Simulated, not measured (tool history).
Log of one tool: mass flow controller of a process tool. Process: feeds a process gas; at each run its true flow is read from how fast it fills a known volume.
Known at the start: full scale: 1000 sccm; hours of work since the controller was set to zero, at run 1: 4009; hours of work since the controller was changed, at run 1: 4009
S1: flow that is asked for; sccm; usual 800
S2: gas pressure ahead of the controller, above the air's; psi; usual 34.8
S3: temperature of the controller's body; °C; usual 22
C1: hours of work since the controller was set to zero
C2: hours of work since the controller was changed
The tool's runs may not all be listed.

run 1 hour=0.0 | S1=800 S2=34.8 S3=22 | C1=4009 C2=4009 | true_flow_(%)=103.23
run 2 hour=41.4 | S1=800 S2=34.8 S3=22 | C1=4024 C2=4024 | true_flow_(%)=103.18
run 3 hour=113.6 | S1=800 S2=23.8 S3=22 | C1=4050 C2=4050 | true_flow_(%)=103.11
run 4 hour=183.1 | S1=800 S2=23.8 S3=22 | C1=4076 C2=4076 | true_flow_(%)=103.30
run 5 hour=245.8 | S1=800 S2=23.8 S3=22 | C1=4098 C2=4098 | true_flow_(%)=103.15
run 6 hour=327.3 | S1=800 S2=34.8 S3=22 | C1=4128 C2=4128 | true_flow_(%)=103.13
run 7 hour=399.8 | S1=800 S2=34.8 S3=22 | C1=4155 C2=4155 | true_flow_(%)=103.23
run 8 hour=476.5 | S1=800 S2=37.1 S3=24 | C1=4183 C2=4183 | true_flow_(%)=103.03
run 9 hour=545.5 | S1=480 S2=27.3 S3=34 | C1=4208 C2=4208 | true_flow_(%)=102.10
run 10 hour=581.2 | S1=480 S2=27.3 S3=34 | C1=4221 C2=4221 | true_flow_(%)=102.06
run 11 hour=657.9 | S1=480 S2=25.2 S3=31 | C1=4249 C2=4249 | true_flow_(%)=102.52
run 12 hour=728.9 | S1=793 S2=37.3 S3=36 | C1=4275 C2=4275 | true_flow_(%)=102.43
run 13 hour=793.9 | S1=454 S2=34.8 S3=38 | C1=4298 C2=4298 | true_flow_(%)=101.81

4 ways to go on from here, each from the tool as it stands after run 13. What would each give?
run A hour=872.1 | S1=134 S2=32.1 S3=38 | C1=4327 C2=4327 | true_flow_(%)=?
run B hour=872.1 | S1=646 S2=24.5 S3=38 | C1=4327 C2=4327 | true_flow_(%)=?
run C hour=872.1 | S1=705 S2=34.8 S3=38 | C1=4327 C2=4327 | true_flow_(%)=?
run D hour=872.1 | S1=398 S2=20.5 S3=31 | C1=4327 C2=4327 | true_flow_(%)=?

run=A true_flow_(%)=104.81
run=B true_flow_(%)=102.21
run=C true_flow_(%)=102.09
run=D true_flow_(%)=102.51
Without the tool's hidden state the same runs would have given:
run=A true_flow_(%)=96.28
run=B true_flow_(%)=98.12
run=C true_flow_(%)=98.10
run=D true_flow_(%)=97.70

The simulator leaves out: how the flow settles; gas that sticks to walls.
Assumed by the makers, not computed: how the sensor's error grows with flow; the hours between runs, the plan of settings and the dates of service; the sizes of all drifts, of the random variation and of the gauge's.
